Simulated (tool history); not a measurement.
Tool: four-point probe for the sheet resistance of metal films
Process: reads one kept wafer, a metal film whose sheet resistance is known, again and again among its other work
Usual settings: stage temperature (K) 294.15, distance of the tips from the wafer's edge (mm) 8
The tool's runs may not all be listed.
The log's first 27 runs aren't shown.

run	day	stage temperature (K)	distance of the tips from the wafer's edge (mm)	sheet resistance as the instrument gives it (ohm/square)
28	117.183	291.15	8	0.372217
29	120.979	291.15	8	0.372113
# day 123.754: new probe head fitted
30	126.529	291.15	8	0.376835
31	132.196	291.15	4	0.378906
32	135.183	294.15	5	0.376335
33	140.058	294.15	15	0.374521
34	144.454	294.15	15	0.374018
35	149.900	294.15	15	0.373924
36	154.083	293.15	38	0.374005
37	158.896	293.15	38	0.373785
38	164.896	293.15	38	0.373474

Forecast each of these 5 alternatives for the next run:
A	168.308	297.15	9	?
B	168.308	294.15	49	?
C	168.308	297.15	6	?
D	168.308	299.15	8	?
E	168.308	300.15	72	?

run	sheet resistance as the instrument gives it (ohm/square)
A	0.372211
B	0.372921
C	0.373074
D	0.371597
E	0.370386
Without the tool's hidden state the same runs would have given:
run	sheet resistance as the instrument gives it (ohm/square)
A	0.374124
B	0.374841
C	0.374992
D	0.373505
E	0.372287
